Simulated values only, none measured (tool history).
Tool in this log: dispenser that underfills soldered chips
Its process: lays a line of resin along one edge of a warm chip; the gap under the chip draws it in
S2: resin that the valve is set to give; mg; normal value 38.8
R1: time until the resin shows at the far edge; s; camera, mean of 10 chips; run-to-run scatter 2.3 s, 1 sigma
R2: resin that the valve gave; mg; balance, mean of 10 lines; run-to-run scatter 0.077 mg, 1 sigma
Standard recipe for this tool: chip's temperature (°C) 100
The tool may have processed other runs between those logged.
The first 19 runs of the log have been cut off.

run 20 hour=101.4 | chip's_temperature_(°C)=107 S2=46.1 | R1=268.2 R2=44.74
-- hour=103.8 new syringe of resin
run 21 hour=107.8 | chip's_temperature_(°C)=94 S2=38.6 | R1=395.9 R2=37.57
-- hour=112.7 new syringe of resin
run 22 hour=114.5 | chip's_temperature_(°C)=94 S2=38.6 | R1=343.8 R2=37.39
run 23 hour=120.4 | chip's_temperature_(°C)=108 S2=47 | R1=270.3 R2=45.57
-- hour=121.5 new syringe of resin
run 24 hour=125.8 | chip's_temperature_(°C)=106 S2=40.8 | R1=236.6 R2=39.43
-- hour=130.5 new syringe of resin
run 25 hour=132.4 | chip's_temperature_(°C)=110 S2=38.8 | R1=183.5 R2=37.36
run 26 hour=138.7 | chip's_temperature_(°C)=100 S2=37 | R1=425.1 R2=35.56
-- hour=139.4 new syringe of resin
run 27 hour=143.5 | chip's_temperature_(°C)=102 S2=45.6 | R1=271.5 R2=43.74
run 28 hour=146.2 | chip's_temperature_(°C)=86 S2=39.1 | R1=688.8 R2=37.59
-- hour=148.4 new syringe of resin
run 29 hour=151.5 | chip's_temperature_(°C)=86 S2=39.1 | R1=538.8 R2=37.67
-- hour=157.2 dispensing valve cleaned and set on the balance
run 30 hour=157.4 | chip's_temperature_(°C)=86 S2=39.1 | R1=741.4 R2=39.22
-- hour=158.2 new syringe of resin
run 31 hour=163.4 | chip's_temperature_(°C)=88 S2=49.6 | R1=553.1 R2=49.69
-- hour=167 new syringe of resin
run 32 hour=167.2 | chip's_temperature_(°C)=88 S2=49.6 | R1=389.2 R2=49.55
run 33 hour=172 | chip's_temperature_(°C)=88 S2=49.6 | R1=539.2 R2=49.56
-- hour=176.1 new syringe of resin
run 34 hour=177 | chip's_temperature_(°C)=100 S2=44.7 | R1=245.3 R2=44.48
run 35 hour=180.8 | chip's_temperature_(°C)=110 S2=33.5 | R1=220.8 R2=33.4
-- hour=185.2 new syringe of resin
run 36 hour=187.4 | chip's_temperature_(°C)=95 S2=38.5 | R1=346.9 R2=38.39

Here are 3 independent what-if runs from the current tool condition. What would each one return?
run A hour=190.7 | chip's_temperature_(°C)=110 S2=44.6 | R1=? R2=?
run B hour=190.7 | chip's_temperature_(°C)=95 S2=41.6 | R1=? R2=?
run C hour=190.7 | chip's_temperature_(°C)=113 S2=48.5 | R1=? R2=?

run=A R1=225.8 R2=44.4
run=B R1=426.4 R2=41.38
run=C R1=194.9 R2=48.1
With no hidden state in the tool, these same runs would have given:
run=A R1=150 R2=44.66
run=B R1=282.3 R2=41.62
run=C R1=129.4 R2=48.38
